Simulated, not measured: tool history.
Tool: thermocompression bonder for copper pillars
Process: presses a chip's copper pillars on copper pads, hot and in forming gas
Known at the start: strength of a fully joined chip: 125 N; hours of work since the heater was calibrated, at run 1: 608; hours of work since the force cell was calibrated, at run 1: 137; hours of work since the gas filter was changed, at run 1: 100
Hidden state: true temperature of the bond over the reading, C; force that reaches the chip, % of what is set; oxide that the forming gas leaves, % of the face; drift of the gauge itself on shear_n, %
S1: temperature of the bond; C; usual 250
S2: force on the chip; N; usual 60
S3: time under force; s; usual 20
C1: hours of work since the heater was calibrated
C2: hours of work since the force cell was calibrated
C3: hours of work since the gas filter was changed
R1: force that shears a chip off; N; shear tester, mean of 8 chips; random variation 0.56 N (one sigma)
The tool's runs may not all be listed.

run	hour	S1	S2	S3	C1	C2	C3	R1
1	0	250	60	20	608	137	100	65.4
2	10.3	250	66	20	614	142	105	68.8
3	28	250	66	20	623	151	115	68.8
4	37.9	250	66	20	628	157	120	67.8
5	55.8	250	66	20	638	166	130	69.2
6	71.4	250	66	20	646	175	138	68
7	87.6	245	60	20	655	183	147	60.8
8	102.8	245	60	20	663	191	155	61.6
9	114.6	245	60	20	669	198	161	60.2
10	134.4	245	60	20	680	208	171	60.4
11	144.1	240	60	20	685	213	177	55.4
12	162.8	251	60	20	695	223	187	65.4
13	174	250	60	32	701	229	193	75.1
14	189.6	257	79	32	709	237	201	89.9
15	198.3	257	79	32	714	242	205	90.9
16	218	235	85	20	724	253	216	59.8
17	229.9	235	85	11	730	259	222	48.2
18	239.5	235	85	11	736	264	227	48.4
19	248.6	235	85	11	740	269	232	48.3
20	260.9	261	83	20	747	275	239	84.3
21	282.1	261	83	20	758	287	250	85.1
22	292	261	84	14	763	292	255	77.4
23	311.3	248	84	25	774	302	266	77
24	322.2	248	56	15	779	308	271	54.3
25	337.3	248	36	28	788	316	279	52.9
26	346	252	36	10	792	321	284	38.1

Measured less the same run without the tool's hidden state. The same run-to-run variation is in both; the gauge's scatter may not be:
run	R1
1	-6.4
2	-6.6
3	-6.8
4	-6.7
5	-7
6	-7
7	-7.1
8	-7.2
9	-7.1
10	-7.3
11	-7.3
12	-7.7
13	-8
14	-7.8
15	-7.9
16	-8.2
17	-7.4
18	-7.6
19	-7.5
20	-8.4
21	-8.7
22	-8.8
23	-9.1
24	-8.3
25	-8.3
26	-6.6
